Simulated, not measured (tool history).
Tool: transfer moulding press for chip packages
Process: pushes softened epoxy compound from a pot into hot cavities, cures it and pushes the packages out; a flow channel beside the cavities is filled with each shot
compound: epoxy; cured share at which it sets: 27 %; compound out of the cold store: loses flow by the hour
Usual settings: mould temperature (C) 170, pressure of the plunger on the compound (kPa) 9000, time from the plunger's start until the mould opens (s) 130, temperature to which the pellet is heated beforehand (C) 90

run,day,mould temperature (C),pressure of the plunger on the compound (kPa),time from the plunger's start until the mould opens (s),temperature to which the pellet is heated beforehand (C),incoming compound's hours out of the cold store,length that the compound runs in the flow channel (mm),greatest force on the pins that push the packages out (N)
1,0.000,170,9000,130,90,45.0,529,814
# day 1.254: cavities cleaned with cleaning compound and waxed
2,1.500,170,9000,130,90,44.0,518,1047
3,2.596,170,9880,130,90,32.0,561,946
# day 3.850: plunger's sealing rings changed
4,4.175,170,9880,130,90,24.2,620,891
# day 4.538: mould's thermocouples calibrated
# day 5.208: cavities cleaned with cleaning compound and waxed
5,5.833,170,9000,130,90,24.2,601,618
6,7.262,170,9000,130,90,24.5,579,824
7,8.050,170,9000,135,90,11.4,616,810
# day 9.033: cavities cleaned with cleaning compound and waxed
8,9.683,170,9000,168,90,27.0,581,567
9,10.696,170,9000,168,90,15.6,594,657
# day 11.179: cavities cleaned with cleaning compound and waxed, once more
10,12.517,170,9000,168,90,10.8,609,626
11,13.458,170,9000,130,90,30.7,564,818
12,14.262,170,9000,130,90,35.8,543,837
# day 15.017: cavities cleaned with cleaning compound and waxed
13,15.033,170,9000,130,90,35.7,546,444
14,16.008,170,9000,130,90,18.7,577,669
15,17.579,170,9000,130,90,40.0,528,815
# day 18.767: cavities cleaned with cleaning compound and waxed
16,19.358,178,9000,130,90,9.3,561,529
17,20.158,174,8640,130,90,42.0,495,667
# day 20.704: plunger's sealing rings changed
18,21.888,173,8640,131,82,39.7,544,761
# day 22.662: cavities cleaned with cleaning compound and waxed
19,22.912,173,8640,131,82,10.7,598,471
20,24.608,171,8640,110,95,20.5,574,869
21,26.154,173,7280,130,98,23.2,522,796
# day 26.438: cavities cleaned with cleaning compound and waxed
22,27.354,173,9000,130,90,19.9,585,597
23,28.662,173,9850,130,84,24.4,605,750
24,30.017,175,9850,165,84,33.2,562,740
# day 30.271: cavities cleaned with cleaning compound and waxed
25,31.462,175,7660,155,84,30.4,505,619
26,32.908,170,9000,130,91,13.9,590,830
# day 34.138: cavities cleaned with cleaning compound and waxed
27,34.712,164,10610,130,85,38.0,591,782
28,36.046,174,8070,119,90,16.2,538,737

Some steps in length that the compound runs in the flow channel (mm) between neighbouring runs. How much of each would the tool show without its hidden state too (settings, what came in, random variation), and how much is left for the hidden state, with any gauge scatter that isn't in both results?
The hidden state here: true mould temperature over the reading, C; pressure that reaches the compound, % of what is set; grip of the stained cavities, % over clean ones'; drift of the gauge itself on flow_mm, %; drift of the gauge itself on push_out_n, %.
Run 3 -> 4: plunger's sealing rings changed. length that the compound runs in the flow channel (mm) +59: hidden state +37, all else +22.
Run 16 -> 17: mould temperature (C) 178 -> 174, pressure of the plunger on the compound (kPa) 9000 -> 8640. length that the compound runs in the flow channel (mm) -66: hidden state +3, all else -69.
Run 17 -> 18: mould temperature (C) 174 -> 173, time from the plunger's start until the mould opens (s) 130 -> 131, temperature to which the pellet is heated beforehand (C) 90 -> 82, plunger's sealing rings changed. length that the compound runs in the flow channel (mm) +49: hidden state +32, all else +17.
Run 25 -> 26: mould temperature (C) 175 -> 170, pressure of the plunger on the compound (kPa) 7660 -> 9000, time from the plunger's start until the mould opens (s) 155 -> 130, temperature to which the pellet is heated beforehand (C) 84 -> 91. length that the compound runs in the flow channel (mm) +85: hidden state -8, all else +93.
